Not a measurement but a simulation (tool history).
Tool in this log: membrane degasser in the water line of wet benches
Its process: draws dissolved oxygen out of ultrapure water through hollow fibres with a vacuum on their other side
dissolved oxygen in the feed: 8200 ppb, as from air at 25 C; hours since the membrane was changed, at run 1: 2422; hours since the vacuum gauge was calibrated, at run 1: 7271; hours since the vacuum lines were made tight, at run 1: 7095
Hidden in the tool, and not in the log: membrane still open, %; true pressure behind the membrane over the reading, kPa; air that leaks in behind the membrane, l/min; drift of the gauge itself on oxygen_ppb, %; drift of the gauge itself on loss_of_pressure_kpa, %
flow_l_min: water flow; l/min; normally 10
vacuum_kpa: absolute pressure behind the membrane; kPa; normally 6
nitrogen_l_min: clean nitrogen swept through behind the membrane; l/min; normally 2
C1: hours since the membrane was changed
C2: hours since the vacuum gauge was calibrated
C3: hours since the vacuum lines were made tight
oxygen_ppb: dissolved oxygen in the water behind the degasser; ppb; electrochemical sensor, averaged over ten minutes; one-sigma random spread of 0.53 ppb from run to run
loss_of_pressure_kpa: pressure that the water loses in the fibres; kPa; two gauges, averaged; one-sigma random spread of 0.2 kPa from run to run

Run 1, hour 0: usual settings; C1 2422; C2 7271; C3 7095. Result: oxygen_ppb 48.4 ppb, loss_of_pressure_kpa 46.89 kPa.
Run 2, hour 47.4: usual settings but nitrogen_l_min 1.78 l/min; C1 2469; C2 7318; C3 7142. Result: oxygen_ppb 52.4 ppb, loss_of_pressure_kpa 46.95 kPa.
Run 3, hour 95.7: usual settings but flow_l_min 12 l/min, nitrogen_l_min 1.78 l/min; C1 2517; C2 7367; C3 7190. Result: oxygen_ppb 65.5 ppb, loss_of_pressure_kpa 56.51 kPa.
Run 4, hour 153.2: usual settings but flow_l_min 12 l/min, nitrogen_l_min 1.78 l/min; C1 2575; C2 7424; C3 7248. Result: oxygen_ppb 67.7 ppb, loss_of_pressure_kpa 56.4 kPa.
Run 5, hour 201.7: usual settings but nitrogen_l_min 1.87 l/min; C1 2623; C2 7473; C3 7296. Result: oxygen_ppb 50 ppb, loss_of_pressure_kpa 46.76 kPa.
Run 6, hour 234.4: usual settings; C1 2656; C2 7505; C3 7329. Result: oxygen_ppb 46.7 ppb, loss_of_pressure_kpa 47.02 kPa.
Run 7, hour 272.7: usual settings; C1 2694; C2 7544; C3 7367. Result: oxygen_ppb 48.4 ppb, loss_of_pressure_kpa 46.79 kPa.
Run 8, hour 334: usual settings; C1 2756; C2 7605; C3 7429. Result: oxygen_ppb 48.4 ppb, loss_of_pressure_kpa 47.22 kPa.
Run 9, hour 370: usual settings; C1 2792; C2 7641; C3 7465. Result: oxygen_ppb 47.1 ppb, loss_of_pressure_kpa 46.55 kPa.
Run 10, hour 415.3: usual settings but vacuum_kpa 3.75 kPa, nitrogen_l_min 1.11 l/min; C1 2837; C2 7686; C3 7510. Result: oxygen_ppb 27.2 ppb, loss_of_pressure_kpa 47.02 kPa.
Run 11, hour 475: usual settings but flow_l_min 11 l/min, vacuum_kpa 7.97 kPa, nitrogen_l_min 2.23 l/min; C1 2897; C2 7746; C3 7569. Result: oxygen_ppb 75.9 ppb, loss_of_pressure_kpa 51.77 kPa.
At hour 480.5: vacuum gauge calibrated.
Run 12, hour 533.8: usual settings but flow_l_min 11 l/min, vacuum_kpa 7.97 kPa, nitrogen_l_min 2.23 l/min; C1 2955; C2 53; C3 7628. Result: oxygen_ppb 76.2 ppb, loss_of_pressure_kpa 51.52 kPa.
Run 13, hour 567.7: usual settings but flow_l_min 9 l/min, vacuum_kpa 10.62 kPa, nitrogen_l_min 2.23 l/min; C1 2989; C2 87; C3 7662. Result: oxygen_ppb 87.1 ppb, loss_of_pressure_kpa 42 kPa.
Run 14, hour 624.8: usual settings but vacuum_kpa 6.04 kPa; C1 3046; C2 144; C3 7719. Result: oxygen_ppb 49.8 ppb, loss_of_pressure_kpa 47.05 kPa.
Run 15, hour 666: usual settings but flow_l_min 6 l/min; C1 3087; C2 185; C3 7760. Result: oxygen_ppb 26.8 ppb, loss_of_pressure_kpa 28.08 kPa.
Run 16, hour 705.9: usual settings but flow_l_min 6 l/min; C1 3127; C2 225; C3 7800. Result: oxygen_ppb 27.2 ppb, loss_of_pressure_kpa 28.1 kPa.

Estimate the outcome of run 17 from the log above:
Run 17, hour 764.1: usual settings but flow_l_min 6 l/min; C1 3185; C2 284; C3 7858. Result: oxygen_ppb ?, loss_of_pressure_kpa ?.

Run 17 gave oxygen_ppb 25.9 ppb, loss_of_pressure_kpa 28.13 kPa.
With the hidden condition absent and the run-to-run variation left alone, this run would have shown oxygen_ppb 22.1 ppb, loss_of_pressure_kpa 27.84 kPa.

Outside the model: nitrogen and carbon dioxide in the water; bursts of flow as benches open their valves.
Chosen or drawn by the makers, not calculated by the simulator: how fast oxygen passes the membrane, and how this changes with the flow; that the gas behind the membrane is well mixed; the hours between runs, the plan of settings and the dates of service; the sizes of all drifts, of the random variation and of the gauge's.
